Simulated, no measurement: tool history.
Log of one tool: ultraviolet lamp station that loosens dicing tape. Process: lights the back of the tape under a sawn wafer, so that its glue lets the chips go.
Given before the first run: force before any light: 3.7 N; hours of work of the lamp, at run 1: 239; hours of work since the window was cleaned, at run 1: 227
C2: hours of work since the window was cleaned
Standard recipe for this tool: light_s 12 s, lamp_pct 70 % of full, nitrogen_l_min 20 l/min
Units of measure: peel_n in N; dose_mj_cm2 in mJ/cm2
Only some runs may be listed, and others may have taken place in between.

{"run": 1, "hour": 0.0, "light_s": 12, "lamp_pct": 70, "nitrogen_l_min": 20, "hours of work of the lamp": 239, "C2": 227, "peel_n": 0.691, "dose_mj_cm2": 254}
{"run": 2, "hour": 10.2, "light_s": 12, "lamp_pct": 70, "nitrogen_l_min": 20, "hours of work of the lamp": 244, "C2": 233, "peel_n": 0.71, "dose_mj_cm2": 252}
{"run": 3, "hour": 15.7, "light_s": 12, "lamp_pct": 70, "nitrogen_l_min": 20, "hours of work of the lamp": 247, "C2": 236, "peel_n": 0.708, "dose_mj_cm2": 252}
{"run": 4, "hour": 26.1, "light_s": 12, "lamp_pct": 70, "nitrogen_l_min": 20, "hours of work of the lamp": 253, "C2": 241, "peel_n": 0.712, "dose_mj_cm2": 253}
{"hour": 27.5, "done": "window cleaned of glue's vapour"}
{"run": 5, "hour": 37.0, "light_s": 12, "lamp_pct": 70, "nitrogen_l_min": 20, "hours of work of the lamp": 258, "C2": 5, "peel_n": 0.717, "dose_mj_cm2": 249}
{"run": 6, "hour": 42.5, "light_s": 12, "lamp_pct": 70, "nitrogen_l_min": 7, "hours of work of the lamp": 261, "C2": 8, "peel_n": 1.124, "dose_mj_cm2": 246}
{"hour": 50.5, "done": "window cleaned of glue's vapour, once more"}
{"run": 7, "hour": 50.9, "light_s": 12, "lamp_pct": 70, "nitrogen_l_min": 7, "hours of work of the lamp": 265, "C2": 0, "peel_n": 1.029, "dose_mj_cm2": 276}
{"run": 8, "hour": 57.7, "light_s": 12, "lamp_pct": 70, "nitrogen_l_min": 7, "hours of work of the lamp": 269, "C2": 4, "peel_n": 0.998, "dose_mj_cm2": 275}
{"run": 9, "hour": 67.0, "light_s": 9, "lamp_pct": 65, "nitrogen_l_min": 7, "hours of work of the lamp": 274, "C2": 9, "peel_n": 1.522, "dose_mj_cm2": 186}
{"run": 10, "hour": 74.6, "light_s": 12, "lamp_pct": 66, "nitrogen_l_min": 38, "hours of work of the lamp": 278, "C2": 13, "peel_n": 0.532, "dose_mj_cm2": 255}
{"run": 11, "hour": 80.9, "light_s": 12, "lamp_pct": 66, "nitrogen_l_min": 38, "hours of work of the lamp": 281, "C2": 16, "peel_n": 0.548, "dose_mj_cm2": 250}

Below, some changes in peel_n between adjacent runs. For each, the amount present without the hidden state too (settings, incoming material, random variation) and the amount remaining for the hidden state with gauge scatter not shared by both compared results:
Hidden state present: lamp's light, % of a new lamp's; light that the window lets through, % of a clean one's; drift of the gauge itself on peel_n, %; drift of the gauge itself on dose_mj_cm2, %.
Run 6 -> 7: window cleaned of glue's vapour, once more. peel_n -0.095 N: hidden state -0.122, all else +0.027.
Run 9 -> 10: light_s 9 -> 12, lamp_pct 65 -> 66, nitrogen_l_min 7 -> 38. peel_n -0.99 N: hidden state -0.048, all else -0.942.
